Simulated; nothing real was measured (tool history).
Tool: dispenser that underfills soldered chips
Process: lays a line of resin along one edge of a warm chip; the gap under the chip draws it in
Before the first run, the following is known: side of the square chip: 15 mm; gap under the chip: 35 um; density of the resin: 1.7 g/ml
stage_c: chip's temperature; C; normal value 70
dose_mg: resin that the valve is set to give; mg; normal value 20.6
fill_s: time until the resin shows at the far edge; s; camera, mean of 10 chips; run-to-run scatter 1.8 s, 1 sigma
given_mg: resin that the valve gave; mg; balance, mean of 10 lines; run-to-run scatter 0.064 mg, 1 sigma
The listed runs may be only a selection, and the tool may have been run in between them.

{"run": 1, "hour": 0.0, "stage_c": 70, "dose_mg": 20.6, "fill_s": 190.9, "given_mg": 19.56}
{"run": 2, "hour": 4.9, "stage_c": 70, "dose_mg": 20.6, "fill_s": 258.3, "given_mg": 19.49}
{"run": 3, "hour": 9.8, "stage_c": 70, "dose_mg": 20.6, "fill_s": 348.7, "given_mg": 19.47}
{"hour": 11.6, "done": "new syringe of resin"}
{"run": 4, "hour": 16.3, "stage_c": 70, "dose_mg": 20.6, "fill_s": 238.7, "given_mg": 19.36}
{"hour": 25.0, "done": "new syringe of resin"}
{"run": 5, "hour": 26.5, "stage_c": 55, "dose_mg": 20.6, "fill_s": 347.4, "given_mg": 19.4}
{"run": 6, "hour": 31.4, "stage_c": 60, "dose_mg": 20.6, "fill_s": 377.9, "given_mg": 19.34}
{"hour": 38.8, "done": "new syringe of resin"}
{"run": 7, "hour": 39.0, "stage_c": 70, "dose_mg": 20.6, "fill_s": 175.7, "given_mg": 19.31}
{"run": 8, "hour": 44.6, "stage_c": 70, "dose_mg": 20.6, "fill_s": 251.7, "given_mg": 19.23}
{"run": 9, "hour": 49.1, "stage_c": 70, "dose_mg": 20.6, "fill_s": 329.8, "given_mg": 19.28}
{"hour": 52.4, "done": "new syringe of resin"}
{"run": 10, "hour": 56.2, "stage_c": 70, "dose_mg": 20.6, "fill_s": 220, "given_mg": 19.14}
{"hour": 60.5, "done": "dispensing valve cleaned and set on the balance"}
{"run": 11, "hour": 64.7, "stage_c": 70, "dose_mg": 20.6, "fill_s": 342.2, "given_mg": 20.65}
{"hour": 67.5, "done": "new syringe of resin"}
{"run": 12, "hour": 73.0, "stage_c": 85, "dose_mg": 20.6, "fill_s": 143, "given_mg": 20.59}
{"run": 13, "hour": 78.5, "stage_c": 70, "dose_mg": 24, "fill_s": 337.2, "given_mg": 23.77}
{"hour": 80.8, "done": "new syringe of resin"}
{"run": 14, "hour": 86.9, "stage_c": 72, "dose_mg": 20.6, "fill_s": 239.3, "given_mg": 20.47}
{"run": 15, "hour": 92.1, "stage_c": 70, "dose_mg": 20.6, "fill_s": 345.7, "given_mg": 20.47}
{"hour": 94.4, "done": "new syringe of resin"}
{"run": 16, "hour": 100.4, "stage_c": 77, "dose_mg": 19.5, "fill_s": 195.4, "given_mg": 19.16}
{"run": 17, "hour": 106.5, "stage_c": 57, "dose_mg": 17.9, "fill_s": 623.7, "given_mg": 17.69}
{"hour": 108.0, "done": "new syringe of resin"}
{"run": 18, "hour": 116.2, "stage_c": 57, "dose_mg": 17.9, "fill_s": 475.8, "given_mg": 17.61}
{"hour": 121.3, "done": "new syringe of resin"}
{"run": 19, "hour": 121.3, "stage_c": 78, "dose_mg": 22.1, "fill_s": 129.3, "given_mg": 21.6}
{"run": 20, "hour": 128.4, "stage_c": 82, "dose_mg": 19.8, "fill_s": 175.2, "given_mg": 19.4}
{"hour": 134.9, "done": "new syringe of resin"}
{"run": 21, "hour": 137.3, "stage_c": 85, "dose_mg": 18.9, "fill_s": 122.1, "given_mg": 18.46}
{"run": 22, "hour": 146.8, "stage_c": 79, "dose_mg": 23.3, "fill_s": 259.9, "given_mg": 22.76}
{"hour": 148.7, "done": "new syringe of resin"}
{"run": 23, "hour": 156.4, "stage_c": 79, "dose_mg": 23.3, "fill_s": 203, "given_mg": 22.54}
{"hour": 162.1, "done": "new syringe of resin"}
{"run": 24, "hour": 163.0, "stage_c": 79, "dose_mg": 23.3, "fill_s": 130, "given_mg": 22.5}
{"run": 25, "hour": 173.0, "stage_c": 76, "dose_mg": 20.6, "fill_s": 272.1, "given_mg": 19.78}
{"hour": 175.5, "done": "new syringe of resin"}
{"run": 26, "hour": 179.9, "stage_c": 76, "dose_mg": 20.6, "fill_s": 183.9, "given_mg": 19.72}
{"hour": 189.2, "done": "new syringe of resin"}
{"run": 27, "hour": 189.2, "stage_c": 76, "dose_mg": 20.6, "fill_s": 136.8, "given_mg": 19.64}
{"run": 28, "hour": 198.9, "stage_c": 60, "dose_mg": 20.6, "fill_s": 449.4, "given_mg": 19.68}
{"hour": 202.9, "done": "new syringe of resin"}
{"run": 29, "hour": 207.9, "stage_c": 60, "dose_mg": 20.6, "fill_s": 342.7, "given_mg": 19.57}

Below are 3 alternative next runs, each starting from the tool's condition after run 29. Predict each:
{"run": "A", "hour": 212.6, "stage_c": 60, "dose_mg": 25.6, "fill_s": "?", "given_mg": "?"}
{"run": "B", "hour": 212.6, "stage_c": 70, "dose_mg": 19.5, "fill_s": "?", "given_mg": "?"}
{"run": "C", "hour": 212.6, "stage_c": 73, "dose_mg": 20.6, "fill_s": "?", "given_mg": "?"}

run=A fill_s=443.1 given_mg=24.24
run=B fill_s=314.8 given_mg=18.52
run=C fill_s=279.8 given_mg=19.46
Without the tool's hidden state the same runs would have given:
run=A fill_s=253.8 given_mg=25.55
run=B fill_s=178.3 given_mg=19.51
run=C fill_s=158.9 given_mg=20.51

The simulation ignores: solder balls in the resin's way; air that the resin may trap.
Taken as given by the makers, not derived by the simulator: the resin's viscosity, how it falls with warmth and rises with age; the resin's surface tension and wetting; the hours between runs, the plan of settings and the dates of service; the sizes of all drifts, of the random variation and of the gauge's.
